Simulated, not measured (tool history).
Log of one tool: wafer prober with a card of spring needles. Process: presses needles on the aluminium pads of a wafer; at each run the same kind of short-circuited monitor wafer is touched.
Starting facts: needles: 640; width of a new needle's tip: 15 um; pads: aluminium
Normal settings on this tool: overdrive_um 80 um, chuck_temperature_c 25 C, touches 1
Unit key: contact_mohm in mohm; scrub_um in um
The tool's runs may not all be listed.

{"run": 1, "hour": 0.0, "overdrive_um": 80, "chuck_temperature_c": 25, "touches": 1, "contact_mohm": 156, "scrub_um": 13.19}
{"run": 2, "hour": 8.1, "overdrive_um": 80, "chuck_temperature_c": 25, "touches": 2, "contact_mohm": 153, "scrub_um": 13.23}
{"hour": 10.3, "done": "tips cleaned on abrasive film"}
{"run": 3, "hour": 18.7, "overdrive_um": 80, "chuck_temperature_c": 25, "touches": 2, "contact_mohm": 144, "scrub_um": 13.24}
{"hour": 25.5, "done": "tips cleaned on abrasive film"}
{"run": 4, "hour": 26.3, "overdrive_um": 80, "chuck_temperature_c": 25, "touches": 2, "contact_mohm": 117, "scrub_um": 13.19}
{"run": 5, "hour": 36.2, "overdrive_um": 80, "chuck_temperature_c": 25, "touches": 2, "contact_mohm": 147, "scrub_um": 13.19}
{"hour": 40.7, "done": "tips cleaned on abrasive film"}
{"run": 6, "hour": 47.3, "overdrive_um": 80, "chuck_temperature_c": 25, "touches": 2, "contact_mohm": 142, "scrub_um": 13.18}
{"hour": 56.3, "done": "tips cleaned on abrasive film"}
{"run": 7, "hour": 56.6, "overdrive_um": 80, "chuck_temperature_c": 25, "touches": 2, "contact_mohm": 112, "scrub_um": 13.17}
{"run": 8, "hour": 64.4, "overdrive_um": 65, "chuck_temperature_c": 25, "touches": 1, "contact_mohm": 202, "scrub_um": 10.61}
{"hour": 71.3, "done": "tips cleaned on abrasive film"}
{"run": 9, "hour": 74.4, "overdrive_um": 99, "chuck_temperature_c": 25, "touches": 1, "contact_mohm": 135, "scrub_um": 16.3}
{"run": 10, "hour": 84.5, "overdrive_um": 80, "chuck_temperature_c": 30, "touches": 1, "contact_mohm": 180, "scrub_um": 13.13}
{"hour": 86.6, "done": "tips cleaned on abrasive film"}
{"run": 11, "hour": 92.6, "overdrive_um": 80, "chuck_temperature_c": 30, "touches": 1, "contact_mohm": 160, "scrub_um": 13.14}
{"run": 12, "hour": 99.2, "overdrive_um": 80, "chuck_temperature_c": 30, "touches": 1, "contact_mohm": 183, "scrub_um": 13.2}
{"hour": 102.0, "done": "tips cleaned on abrasive film"}
{"run": 13, "hour": 111.8, "overdrive_um": 77, "chuck_temperature_c": 38, "touches": 2, "contact_mohm": 156, "scrub_um": 12.62}
{"hour": 117.0, "done": "tips cleaned on abrasive film"}
{"run": 14, "hour": 119.4, "overdrive_um": 90, "chuck_temperature_c": 95, "touches": 1, "contact_mohm": 141, "scrub_um": 14.79}
{"run": 15, "hour": 129.0, "overdrive_um": 78, "chuck_temperature_c": 30, "touches": 2, "contact_mohm": 154, "scrub_um": 12.81}
{"hour": 132.2, "done": "tips cleaned on abrasive film"}
{"run": 16, "hour": 135.5, "overdrive_um": 78, "chuck_temperature_c": 67, "touches": 2, "contact_mohm": 139, "scrub_um": 12.8}
{"hour": 145.4, "done": "height of the first contact set anew"}
{"run": 17, "hour": 146.7, "overdrive_um": 78, "chuck_temperature_c": 67, "touches": 2, "contact_mohm": 158, "scrub_um": 12.97}
{"hour": 147.4, "done": "tips cleaned on abrasive film"}
{"run": 18, "hour": 156.8, "overdrive_um": 78, "chuck_temperature_c": 67, "touches": 2, "contact_mohm": 152, "scrub_um": 12.95}
{"hour": 163.5, "done": "tips cleaned on abrasive film"}
{"run": 19, "hour": 170.1, "overdrive_um": 78, "chuck_temperature_c": 67, "touches": 2, "contact_mohm": 147, "scrub_um": 12.95}
{"hour": 179.2, "done": "tips cleaned on abrasive film"}
{"run": 20, "hour": 184.0, "overdrive_um": 98, "chuck_temperature_c": 38, "touches": 1, "contact_mohm": 141, "scrub_um": 16.28}
{"hour": 194.6, "done": "tips cleaned on abrasive film"}
{"run": 21, "hour": 197.2, "overdrive_um": 98, "chuck_temperature_c": 38, "touches": 1, "contact_mohm": 134, "scrub_um": 16.2}
{"run": 22, "hour": 209.4, "overdrive_um": 66, "chuck_temperature_c": 94, "touches": 1, "contact_mohm": 206, "scrub_um": 10.91}
{"hour": 210.3, "done": "tips cleaned on abrasive film"}
{"run": 23, "hour": 223.6, "overdrive_um": 83, "chuck_temperature_c": 41, "touches": 1, "contact_mohm": 175, "scrub_um": 13.73}
{"hour": 225.6, "done": "tips cleaned on abrasive film"}
{"run": 24, "hour": 236.4, "overdrive_um": 80, "chuck_temperature_c": 25, "touches": 2, "contact_mohm": 153, "scrub_um": 13.2}

4 options for the next run, each taken on its own from the tool as it stands now. Forecast them:
{"hour": 240.8, "done": "tips cleaned on abrasive film"}
{"run": "A", "hour": 250.9, "overdrive_um": 64, "chuck_temperature_c": 28, "touches": 2, "contact_mohm": "?", "scrub_um": "?"}
{"hour": 240.8, "done": "tips cleaned on abrasive film"}
{"run": "B", "hour": 250.9, "overdrive_um": 80, "chuck_temperature_c": 85, "touches": 3, "contact_mohm": "?", "scrub_um": "?"}
{"hour": 240.8, "done": "tips cleaned on abrasive film"}
{"run": "C", "hour": 250.9, "overdrive_um": 82, "chuck_temperature_c": 25, "touches": 3, "contact_mohm": "?", "scrub_um": "?"}
{"hour": 240.8, "done": "tips cleaned on abrasive film"}
{"run": "D", "hour": 250.9, "overdrive_um": 75, "chuck_temperature_c": 96, "touches": 1, "contact_mohm": "?", "scrub_um": "?"}

run=A contact_mohm=171 scrub_um=10.59
run=B contact_mohm=137 scrub_um=13.18
run=C contact_mohm=133 scrub_um=13.50
run=D contact_mohm=189 scrub_um=12.33
With the hidden condition removed and each run's random variation left untouched, the same runs would have given:
run=A contact_mohm=110 scrub_um=10.67
run=B contact_mohm=114 scrub_um=13.26
run=C contact_mohm=108 scrub_um=13.58
run=D contact_mohm=118 scrub_um=12.41

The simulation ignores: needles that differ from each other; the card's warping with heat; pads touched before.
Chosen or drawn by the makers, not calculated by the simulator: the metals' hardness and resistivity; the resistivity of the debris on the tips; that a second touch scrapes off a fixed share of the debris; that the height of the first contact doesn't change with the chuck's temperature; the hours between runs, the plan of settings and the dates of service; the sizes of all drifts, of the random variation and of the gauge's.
